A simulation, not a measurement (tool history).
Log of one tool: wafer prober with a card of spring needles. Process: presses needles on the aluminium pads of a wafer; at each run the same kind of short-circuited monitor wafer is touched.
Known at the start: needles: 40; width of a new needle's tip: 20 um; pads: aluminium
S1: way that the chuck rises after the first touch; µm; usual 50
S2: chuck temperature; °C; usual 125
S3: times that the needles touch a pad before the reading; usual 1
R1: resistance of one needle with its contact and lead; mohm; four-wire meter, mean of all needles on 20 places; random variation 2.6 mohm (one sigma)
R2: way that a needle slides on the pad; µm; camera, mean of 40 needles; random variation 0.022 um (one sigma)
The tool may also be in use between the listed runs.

{"run": 1, "hour": 0.0, "S1": 50, "S2": 125, "S3": 1, "R1": 613, "R2": 11.53}
{"hour": 5.7, "done": "tips cleaned on abrasive film"}
{"hour": 20.1, "done": "tips cleaned on abrasive film"}
{"hour": 36.5, "done": "tips cleaned on abrasive film"}
{"run": 2, "hour": 47.2, "S1": 50, "S2": 125, "S3": 1, "R1": 629, "R2": 11.49}
{"hour": 50.7, "done": "tips cleaned on abrasive film"}
{"hour": 64.7, "done": "tips cleaned on abrasive film"}
{"hour": 78.7, "done": "tips cleaned on abrasive film"}
{"run": 3, "hour": 91.8, "S1": 50, "S2": 125, "S3": 3, "R1": 444, "R2": 11.46}
{"hour": 95.3, "done": "tips cleaned on abrasive film"}
{"hour": 111.4, "done": "tips cleaned on abrasive film"}
{"hour": 127.5, "done": "tips cleaned on abrasive film"}
{"run": 4, "hour": 138.5, "S1": 50, "S2": 26, "S3": 3, "R1": 410, "R2": 11.42}
{"hour": 142.0, "done": "tips cleaned on abrasive film"}
{"hour": 159.3, "done": "tips cleaned on abrasive film"}
{"hour": 174.3, "done": "tips cleaned on abrasive film"}
{"run": 5, "hour": 184.4, "S1": 50, "S2": 125, "S3": 1, "R1": 646, "R2": 11.39}
{"hour": 189.7, "done": "tips cleaned on abrasive film"}
{"hour": 202.7, "done": "height of the first contact set anew"}
{"hour": 206.3, "done": "tips cleaned on abrasive film"}
{"run": 6, "hour": 218.0, "S1": 50, "S2": 125, "S3": 1, "R1": 686, "R2": 11.22}
{"hour": 221.5, "done": "tips cleaned on abrasive film"}
{"hour": 237.3, "done": "tips cleaned on abrasive film"}
{"hour": 253.3, "done": "tips cleaned on abrasive film"}
{"run": 7, "hour": 257.9, "S1": 50, "S2": 102, "S3": 1, "R1": 528, "R2": 11.21}
{"hour": 270.4, "done": "tips cleaned on abrasive film"}
{"hour": 285.7, "done": "tips cleaned on abrasive film"}
{"hour": 301.6, "done": "tips cleaned on abrasive film"}
{"run": 8, "hour": 302.7, "S1": 50, "S2": 125, "S3": 1, "R1": 376, "R2": 11.19}
{"hour": 306.4, "done": "height of the first contact set anew, once more"}
{"hour": 316.7, "done": "tips cleaned on abrasive film"}
{"hour": 333.5, "done": "tips cleaned on abrasive film"}
{"run": 9, "hour": 337.1, "S1": 50, "S2": 119, "S3": 1, "R1": 455, "R2": 11.81}
{"hour": 350.3, "done": "tips cleaned on abrasive film"}
{"hour": 366.0, "done": "tips cleaned on abrasive film"}
{"hour": 382.6, "done": "tips cleaned on abrasive film"}
{"run": 10, "hour": 386.4, "S1": 50, "S2": 125, "S3": 1, "R1": 501, "R2": 11.76}
{"hour": 399.5, "done": "tips cleaned on abrasive film"}
{"hour": 413.8, "done": "tips cleaned on abrasive film"}
{"run": 11, "hour": 413.8, "S1": 50, "S2": 125, "S3": 1, "R1": 337, "R2": 11.74}
{"hour": 430.6, "done": "tips cleaned on abrasive film"}
{"hour": 447.3, "done": "tips cleaned on abrasive film"}
{"run": 12, "hour": 459.9, "S1": 50, "S2": 125, "S3": 1, "R1": 653, "R2": 11.74}
{"hour": 463.2, "done": "tips cleaned on abrasive film"}
{"hour": 479.4, "done": "tips cleaned on abrasive film"}
{"hour": 494.8, "done": "tips cleaned on abrasive film"}
{"run": 13, "hour": 495.7, "S1": 52, "S2": 125, "S3": 1, "R1": 371, "R2": 12.18}
{"hour": 510.8, "done": "tips cleaned on abrasive film"}
{"hour": 527.5, "done": "tips cleaned on abrasive film"}
{"run": 14, "hour": 540.0, "S1": 50, "S2": 125, "S3": 1, "R1": 676, "R2": 11.65}
{"hour": 543.5, "done": "tips cleaned on abrasive film"}
{"hour": 559.2, "done": "tips cleaned on abrasive film"}
{"run": 15, "hour": 571.8, "S1": 50, "S2": 125, "S3": 1, "R1": 675, "R2": 11.64}
{"hour": 575.4, "done": "tips cleaned on abrasive film"}
{"hour": 590.7, "done": "tips cleaned on abrasive film"}
{"hour": 605.8, "done": "tips cleaned on abrasive film"}
{"hour": 619.6, "done": "tips cleaned on abrasive film"}
{"run": 16, "hour": 625.1, "S1": 50, "S2": 125, "S3": 1, "R1": 525, "R2": 11.6}
{"hour": 634.8, "done": "tips cleaned on abrasive film"}
{"hour": 649.3, "done": "tips cleaned on abrasive film"}
{"hour": 664.6, "done": "tips cleaned on abrasive film"}
{"run": 17, "hour": 678.1, "S1": 50, "S2": 125, "S3": 1, "R1": 701, "R2": 11.53}
{"hour": 681.6, "done": "tips cleaned on abrasive film"}
{"hour": 698.1, "done": "tips cleaned on abrasive film"}
{"hour": 712.8, "done": "tips cleaned on abrasive film"}
{"run": 18, "hour": 712.8, "S1": 50, "S2": 125, "S3": 1, "R1": 341, "R2": 11.5}
{"hour": 727.1, "done": "tips cleaned on abrasive film"}
{"hour": 742.3, "done": "tips cleaned on abrasive film"}
{"run": 19, "hour": 744.6, "S1": 60, "S2": 40, "S3": 1, "R1": 387, "R2": 13.82}
{"hour": 756.6, "done": "tips cleaned on abrasive film"}
{"hour": 773.3, "done": "tips cleaned on abrasive film"}
{"run": 20, "hour": 778.9, "S1": 60, "S2": 40, "S3": 1, "R1": 452, "R2": 13.8}
{"hour": 788.7, "done": "tips cleaned on abrasive film"}
{"hour": 804.0, "done": "tips cleaned on abrasive film"}
{"run": 21, "hour": 804.0, "S1": 31, "S2": 40, "S3": 1, "R1": 387, "R2": 6.93}
{"hour": 820.1, "done": "tips cleaned on abrasive film"}
{"hour": 836.0, "done": "tips cleaned on abrasive film"}
{"hour": 852.3, "done": "tips cleaned on abrasive film"}
{"run": 22, "hour": 855.2, "S1": 56, "S2": 90, "S3": 1, "R1": 436, "R2": 12.76}
{"hour": 869.1, "done": "tips cleaned on abrasive film"}
{"hour": 884.2, "done": "tips cleaned on abrasive film"}
{"hour": 899.6, "done": "tips cleaned on abrasive film"}
{"hour": 899.9, "done": "height of the first contact set anew"}
{"run": 23, "hour": 909.4, "S1": 56, "S2": 90, "S3": 1, "R1": 541, "R2": 13.25}
{"hour": 915.5, "done": "tips cleaned on abrasive film"}
{"hour": 930.4, "done": "tips cleaned on abrasive film"}
{"hour": 946.4, "done": "tips cleaned on abrasive film"}
{"run": 24, "hour": 946.5, "S1": 50, "S2": 125, "S3": 2, "R1": 333, "R2": 11.79}
{"hour": 963.0, "done": "tips cleaned on abrasive film"}
{"hour": 979.9, "done": "tips cleaned on abrasive film"}
{"run": 25, "hour": 992.5, "S1": 50, "S2": 33, "S3": 2, "R1": 542, "R2": 11.79}
{"hour": 996.0, "done": "tips cleaned on abrasive film"}
{"hour": 1013.4, "done": "tips cleaned on abrasive film"}
{"hour": 1029.2, "done": "tips cleaned on abrasive film"}
{"run": 26, "hour": 1037.3, "S1": 58, "S2": 125, "S3": 2, "R1": 435, "R2": 13.61}
{"hour": 1044.3, "done": "tips cleaned on abrasive film"}
{"hour": 1059.7, "done": "tips cleaned on abrasive film"}
{"run": 27, "hour": 1071.9, "S1": 36, "S2": 53, "S3": 2, "R1": 761, "R2": 8.39}

Forecast each of these 3 alternatives for the next run:
{"hour": 1075.5, "done": "tips cleaned on abrasive film"}
{"hour": 1090.7, "done": "tips cleaned on abrasive film"}
{"hour": 1106.7, "done": "tips cleaned on abrasive film"}
{"run": "A", "hour": 1117.0, "S1": 62, "S2": 125, "S3": 1, "R1": "?", "R2": "?"}
{"hour": 1075.5, "done": "tips cleaned on abrasive film"}
{"hour": 1090.7, "done": "tips cleaned on abrasive film"}
{"hour": 1106.7, "done": "tips cleaned on abrasive film"}
{"run": "B", "hour": 1117.0, "S1": 43, "S2": 45, "S3": 2, "R1": "?", "R2": "?"}
{"hour": 1075.5, "done": "tips cleaned on abrasive film"}
{"hour": 1090.7, "done": "tips cleaned on abrasive film"}
{"hour": 1106.7, "done": "tips cleaned on abrasive film"}
{"run": "C", "hour": 1117.0, "S1": 31, "S2": 39, "S3": 2, "R1": "?", "R2": "?"}

run=A R1=536 R2=14.51
run=B R1=613 R2=10.05
run=C R1=941 R2=7.17
Without the tool's hidden state the same runs would have given:
run=A R1=294 R2=14.67
run=B R1=278 R2=10.21
run=C R1=295 R2=7.33
